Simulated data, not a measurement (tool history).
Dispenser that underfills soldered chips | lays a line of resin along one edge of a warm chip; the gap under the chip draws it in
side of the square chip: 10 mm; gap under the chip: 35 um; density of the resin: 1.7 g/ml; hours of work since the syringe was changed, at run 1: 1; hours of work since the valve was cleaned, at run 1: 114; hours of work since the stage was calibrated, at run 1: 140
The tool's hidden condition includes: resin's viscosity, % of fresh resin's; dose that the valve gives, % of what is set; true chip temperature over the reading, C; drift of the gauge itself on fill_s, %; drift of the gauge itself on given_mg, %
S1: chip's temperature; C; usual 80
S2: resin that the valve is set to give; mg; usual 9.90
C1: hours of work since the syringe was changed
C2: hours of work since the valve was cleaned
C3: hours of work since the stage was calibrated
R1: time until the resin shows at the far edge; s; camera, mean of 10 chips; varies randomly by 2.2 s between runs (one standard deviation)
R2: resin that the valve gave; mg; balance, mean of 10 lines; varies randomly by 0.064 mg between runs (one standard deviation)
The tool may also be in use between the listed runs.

Run 1, hour 0.0: usual settings; C1 1; C2 114; C3 140. Result: R1 227.3 s, R2 8.94 mg.
Run 2, hour 7.2: usual settings; C1 5; C2 118; C3 145. Result: R1 313.1 s, R2 8.91 mg.
At hour 14.0: new syringe of resin.
Run 3, hour 19.0: usual settings; C1 3; C2 125; C3 152. Result: R1 280.3 s, R2 8.82 mg.
At hour 28.9: new syringe of resin.
Run 4, hour 29.2: usual settings; C1 0; C2 132; C3 158. Result: R1 230.8 s, R2 8.76 mg.
At hour 39.8: dispensing valve cleaned and set on the balance.
Run 5, hour 43.2: usual settings; C1 8; C2 2; C3 167. Result: R1 398.0 s, R2 9.79 mg.
At hour 45.1: new syringe of resin.
Run 6, hour 51.3: usual settings; C1 4; C2 7; C3 171. Result: R1 291.6 s, R2 9.85 mg.
Run 7, hour 57.4: usual settings; C1 8; C2 11; C3 175. Result: R1 370.1 s, R2 9.76 mg.
At hour 60.3: new syringe of resin.
Run 8, hour 64.3: usual settings; C1 2; C2 15; C3 179. Result: R1 263.2 s, R2 9.71 mg.
Run 9, hour 71.0: usual settings; C1 7; C2 19; C3 184. Result: R1 354.4 s, R2 9.70 mg.
At hour 75.6: new syringe of resin.
Run 10, hour 82.7: usual settings but S2 12.56 mg; C1 4; C2 26; C3 191. Result: R1 297.4 s, R2 12.08 mg.
At hour 91.2: new syringe of resin.
Run 11, hour 93.4: usual settings but S2 10.29 mg; C1 1; C2 33; C3 197. Result: R1 244.3 s, R2 9.93 mg.
Run 12, hour 104.4: usual settings; C1 8; C2 40; C3 204. Result: R1 392.3 s, R2 9.50 mg.
At hour 107.0: new syringe of resin.
Run 13, hour 110.0: usual settings; C1 2; C2 43; C3 207. Result: R1 252.4 s, R2 9.43 mg.
Run 14, hour 117.6: usual settings; C1 7; C2 48; C3 212. Result: R1 345.8 s, R2 9.46 mg.
At hour 121.8: new syringe of resin.
Run 15, hour 129.4: usual settings but S1 83 C, S2 10.08 mg; C1 5; C2 55; C3 219. Result: R1 289.2 s, R2 9.58 mg.
At hour 137.3: new syringe of resin.
Run 16, hour 139.8: usual settings but S1 83 C, S2 10.08 mg; C1 2; C2 61; C3 226. Result: R1 228.9 s, R2 9.57 mg.
Run 17, hour 148.4: usual settings but S1 83 C, S2 9.66 mg; C1 7; C2 67; C3 231. Result: R1 333.6 s, R2 9.00 mg.
At hour 152.5: new syringe of resin.
Run 18, hour 160.0: usual settings but S2 11.38 mg; C1 5; C2 74; C3 238. Result: R1 315.5 s, R2 10.52 mg.
At hour 168.0: new syringe of resin.
Run 19, hour 172.9: usual settings but S1 94 C, S2 9.92 mg; C1 3; C2 82; C3 246. Result: R1 177.2 s, R2 9.19 mg.
Run 20, hour 182.0: usual settings but S1 86 C, S2 11.87 mg; C1 9; C2 87; C3 252. Result: R1 333.4 s, R2 10.95 mg.
At hour 183.4: new syringe of resin.
Run 21, hour 191.7: usual settings but S1 79 C, S2 9.94 mg; C1 5; C2 93; C3 258. Result: R1 339.6 s, R2 9.07 mg.
At hour 198.3: new syringe of resin.
Run 22, hour 202.7: usual settings but S1 79 C, S2 9.94 mg; C1 3; C2 100; C3 264. Result: R1 285.7 s, R2 9.07 mg.
Run 23, hour 210.7: usual settings but S1 79 C, S2 9.94 mg; C1 8; C2 105; C3 269. Result: R1 399.2 s, R2 8.96 mg.
At hour 213.8: new syringe of resin.
Run 24, hour 220.7: usual settings but S1 79 C, S2 9.94 mg; C1 4; C2 111; C3 275. Result: R1 321.9 s, R2 8.93 mg.
At hour 229.1: new syringe of resin.
Run 25, hour 229.1: usual settings but S1 79 C, S2 12.11 mg; C1 0; C2 116; C3 280. Result: R1 235.8 s, R2 10.82 mg.
Run 26, hour 238.3: usual settings but S1 78 C, S2 12.02 mg; C1 6; C2 122; C3 286. Result: R1 362.2 s, R2 10.67 mg.
At hour 244.1: new syringe of resin.
Run 27, hour 246.1: usual settings but S1 81 C, S2 10.06 mg; C1 1; C2 126; C3 291. Result: R1 240.1 s, R2 8.90 mg.

Some steps in R1, run to run, broken into two amounts with sign: the step expected even without the hidden condition (settings, incoming material, random variation), and the rest, left for the hidden condition together with whatever gauge scatter is not in both the measured and the hidden-condition-free result:
Run 4 -> 5: dispensing valve cleaned and set on the balance. R1 +167.2 s: hidden state +165.8, all else +1.4.
Run 11 -> 12: S2 10.29 -> 9.90. R1 +148.0 s: hidden state +146.2, all else +1.8.
Run 19 -> 20: S1 94 -> 86, S2 9.92 -> 11.87. R1 +156.2 s: hidden state +117.3, all else +38.9.
